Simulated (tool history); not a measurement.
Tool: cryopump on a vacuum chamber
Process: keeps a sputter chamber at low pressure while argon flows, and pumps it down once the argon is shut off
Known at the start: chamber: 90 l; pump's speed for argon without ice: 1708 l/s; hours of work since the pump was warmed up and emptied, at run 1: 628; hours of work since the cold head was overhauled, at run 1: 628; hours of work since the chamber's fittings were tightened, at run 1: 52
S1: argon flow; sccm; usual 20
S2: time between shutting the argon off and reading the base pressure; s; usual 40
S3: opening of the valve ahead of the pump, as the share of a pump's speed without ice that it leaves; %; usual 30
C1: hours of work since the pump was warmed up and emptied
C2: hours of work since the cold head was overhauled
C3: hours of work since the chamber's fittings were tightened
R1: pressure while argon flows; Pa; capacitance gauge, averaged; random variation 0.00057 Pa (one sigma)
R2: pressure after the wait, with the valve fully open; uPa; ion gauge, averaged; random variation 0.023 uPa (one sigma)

| run | day | S1 | S2 | S3 | C1 | C2 | C3 | R1 | R2 |
|---|---|---|---|---|---|---|---|---|---|
| 1 | 0 | 20 | 40 | 30 | 628 | 628 | 52 | 0.0707 | 0.88 |
|  | 0.854 | pump warmed up, emptied and cooled again |
| 2 | 2.483 | 20 | 40 | 30 | 27 | 666 | 91 | 0.0654 | 0.85 |
| 3 | 4.275 | 20 | 40 | 30 | 58 | 697 | 121 | 0.0667 | 0.84 |
| 4 | 5.529 | 20 | 40 | 30 | 79 | 718 | 142 | 0.067 | 0.85 |
| 5 | 7.238 | 20 | 40 | 30 | 108 | 747 | 171 | 0.0662 | 0.85 |
| 6 | 9.158 | 20 | 20 | 30 | 140 | 779 | 203 | 0.067 | 1.49 |
| 7 | 11.562 | 20 | 20 | 30 | 181 | 820 | 244 | 0.0673 | 1.47 |
| 8 | 12.671 | 20 | 20 | 30 | 200 | 838 | 263 | 0.0669 | 1.43 |
| 9 | 13.808 | 20 | 20 | 30 | 219 | 858 | 282 | 0.0676 | 1.46 |
| 10 | 14.988 | 39 | 111 | 29 | 239 | 878 | 302 | 0.1372 | 0.51 |
| 11 | 16.646 | 39 | 111 | 29 | 267 | 906 | 330 | 0.137 | 0.55 |
| 12 | 17.942 | 39 | 111 | 29 | 289 | 928 | 352 | 0.137 | 0.55 |
| 13 | 19.538 | 39 | 76 | 16 | 316 | 954 | 379 | 0.2444 | 0.62 |
| 14 | 21.942 | 26 | 157 | 15 | 356 | 995 | 419 | 0.1757 | 0.5 |
| 15 | 23.108 | 26 | 264 | 15 | 376 | 1015 | 439 | 0.1757 | 0.44 |
| 16 | 24.504 | 10 | 26 | 15 | 399 | 1038 | 462 | 0.0674 | 1.27 |
| 17 | 26.812 | 10 | 26 | 15 | 438 | 1077 | 501 | 0.0663 | 1.32 |

Some steps in R1 between neighbouring runs. How much of each would the tool show without its hidden state too (settings, what came in, random variation), and how much is left for the hidden state, with any gauge scatter that isn't in both results?
The hidden state here: pump's speed, % of a pump's without ice; cold plate's temperature, K; leak into the chamber, uPa l/s; drift of the gauge itself on working_pa, %; drift of the gauge itself on base_upa, %.
Run 1 -> 2: pump warmed up, emptied and cooled again. R1 -0.0053 Pa: hidden state -0.0048, all else -0.0005.
Run 15 -> 16: S1 26 -> 10, S2 264 -> 26. R1 -0.1083 Pa: hidden state -0.0024, all else -0.1059.
